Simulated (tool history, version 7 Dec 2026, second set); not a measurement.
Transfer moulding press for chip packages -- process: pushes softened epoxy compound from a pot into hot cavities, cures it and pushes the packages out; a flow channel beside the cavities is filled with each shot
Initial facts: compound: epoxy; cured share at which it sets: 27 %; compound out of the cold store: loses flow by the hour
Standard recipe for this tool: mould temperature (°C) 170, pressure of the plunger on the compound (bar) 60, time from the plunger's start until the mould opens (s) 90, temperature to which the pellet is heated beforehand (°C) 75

run,hour,mould temperature (°C),pressure of the plunger on the compound (bar),time from the plunger's start until the mould opens (s),temperature to which the pellet is heated beforehand (°C),incoming compound's hours out of the cold store,length that the compound runs in the flow channel (mm),greatest force on the pins that push the packages out (N)
1,0,170,60,90,75,27.9,499,650
# hour 5: cavities cleaned with cleaning compound and waxed
2,31.5,170,60,90,75,38.4,475,496
3,62.8,170,60,90,75,42.4,438,568
4,95.1,170,60,90,75,36,460,622
# hour 110.5: cavities cleaned with cleaning compound and waxed
5,120.8,170,60,90,75,26.6,476,419
6,153.7,170,60,90,75,16.2,506,547
7,184.6,170,60,90,75,40.2,441,601
8,213.2,170,60,90,75,36.6,449,640
# hour 216.3: cavities cleaned with cleaning compound and waxed
9,237.8,170,60,90,75,9.9,523,477
10,258,170,60,90,75,39.1,426,532
# hour 282.1: plunger's sealing rings changed
11,292.6,170,60,90,75,41.6,451,586
12,308.8,165,60,90,75,45.6,460,749
# hour 325.6: cavities cleaned with cleaning compound and waxed
13,327.5,170,60,90,75,40.8,457,370
14,346.8,170,60,83,75,29.3,481,542
15,372.5,173,71.4,110,74,32,521,503
16,401.7,173,71.4,110,74,18.1,566,539
17,426.3,173,71.4,110,74,47.6,472,562
# hour 431.2: cavities cleaned with cleaning compound and waxed
18,455.4,173,71.4,110,74,36.3,494,410
19,489.8,173,61.5,110,74,15.4,513,516
# hour 495.1: mould's thermocouples calibrated
20,508.2,173,61.5,110,74,33.2,461,530
21,525.9,173,61.5,110,74,30.4,463,547
# hour 540.9: cavities cleaned with cleaning compound and waxed
22,552.4,173,57.3,110,74,30.9,448,374
# hour 566.9: mould's thermocouples calibrated, once more
23,587.8,170,55,90,75,17.2,480,574
24,618.3,170,55,90,75,19.6,461,642
# hour 643.6: plunger's sealing rings changed
25,645.4,170,55,129,75,9.5,521,543
# hour 650.2: cavities cleaned with cleaning compound and waxed
26,672.5,170,55,129,75,15.7,501,418
27,696.6,170,55,129,75,16.6,499,487

Branching from run 27: 5 alternative next runs. What would each branch give?
A,733,165,60,90,75,12.1,?,?
B,733,166,57.3,129,75,27.8,?,?
C,733,170,55,129,68,17.3,?,?
D,733,165,71.6,75,75,15.5,?,?
E,733,173,63.9,129,79,8.1,?,?

run,length that the compound runs in the flow channel (mm),greatest force on the pins that push the packages out (N)
A,551,866
B,486,551
C,492,550
D,585,1341
E,567,543
Had the tool no hidden state, the same runs would have come out as:
run,length that the compound runs in the flow channel (mm),greatest force on the pins that push the packages out (N)
A,563,526
B,497,331
C,503,328
D,598,817
E,580,323
